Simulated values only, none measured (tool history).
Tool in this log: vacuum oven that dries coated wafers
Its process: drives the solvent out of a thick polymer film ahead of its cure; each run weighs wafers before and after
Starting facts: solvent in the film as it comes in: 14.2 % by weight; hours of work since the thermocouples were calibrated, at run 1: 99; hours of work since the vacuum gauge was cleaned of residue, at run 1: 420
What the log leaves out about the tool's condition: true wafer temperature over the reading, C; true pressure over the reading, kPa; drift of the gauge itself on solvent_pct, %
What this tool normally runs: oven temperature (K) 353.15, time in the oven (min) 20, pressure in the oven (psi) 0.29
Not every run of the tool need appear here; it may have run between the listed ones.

| run | hour | oven temperature (K) | time in the oven (min) | pressure in the oven (psi) | hours of work since the thermocouples were calibrated | hours of work since the vacuum gauge was cleaned of residue | solvent left in the film (%) |
|---|---|---|---|---|---|---|---|
| 1 | 0 | 353.15 | 20 | 0.29 | 99 | 420 | 3.46 |
| 2 | 22.9 | 353.15 | 20 | 0.29 | 115 | 436 | 3.39 |
| 3 | 37.1 | 353.15 | 20 | 0.29 | 124 | 446 | 3.39 |
| 4 | 49.6 | 353.15 | 20 | 0.29 | 133 | 454 | 3.45 |
| 5 | 72 | 353.15 | 20 | 0.29 | 148 | 470 | 3.43 |
| 6 | 84.1 | 361.15 | 20 | 0.29 | 157 | 478 | 1.51 |
| 7 | 103.3 | 361.15 | 20 | 0.29 | 170 | 491 | 1.51 |
| 8 | 121.4 | 361.15 | 20 | 0.29 | 183 | 504 | 1.52 |
| 9 | 134.4 | 339.15 | 19 | 0.29 | 192 | 513 | 7.99 |
| 10 | 149.7 | 353.15 | 20 | 0.767 | 202 | 523 | 4.77 |
| 11 | 173.8 | 354.15 | 20 | 0.767 | 219 | 540 | 4.41 |

What if the next run were any one of these 4? Each begins from the tool's condition after run 11:
| A | 195.9 | 363.15 | 20 | 0.29 | 234 | 555 | ? |
| B | 195.9 | 362.15 | 20 | 0.203 | 234 | 555 | ? |
| C | 195.9 | 354.15 | 20 | 0.27 | 234 | 555 | ? |
| D | 195.9 | 354.15 | 12 | 0.223 | 234 | 555 | ? |

| run | solvent left in the film (%) |
|---|---|
| A | 1.21 |
| B | 1.18 |
| C | 3.04 |
| D | 4.81 |
With the hidden condition removed and each run's random variation left untouched, the same runs would have given:
| run | solvent left in the film (%) |
|---|---|
| A | 1.22 |
| B | 1.21 |
| C | 3.14 |
| D | 4.95 |

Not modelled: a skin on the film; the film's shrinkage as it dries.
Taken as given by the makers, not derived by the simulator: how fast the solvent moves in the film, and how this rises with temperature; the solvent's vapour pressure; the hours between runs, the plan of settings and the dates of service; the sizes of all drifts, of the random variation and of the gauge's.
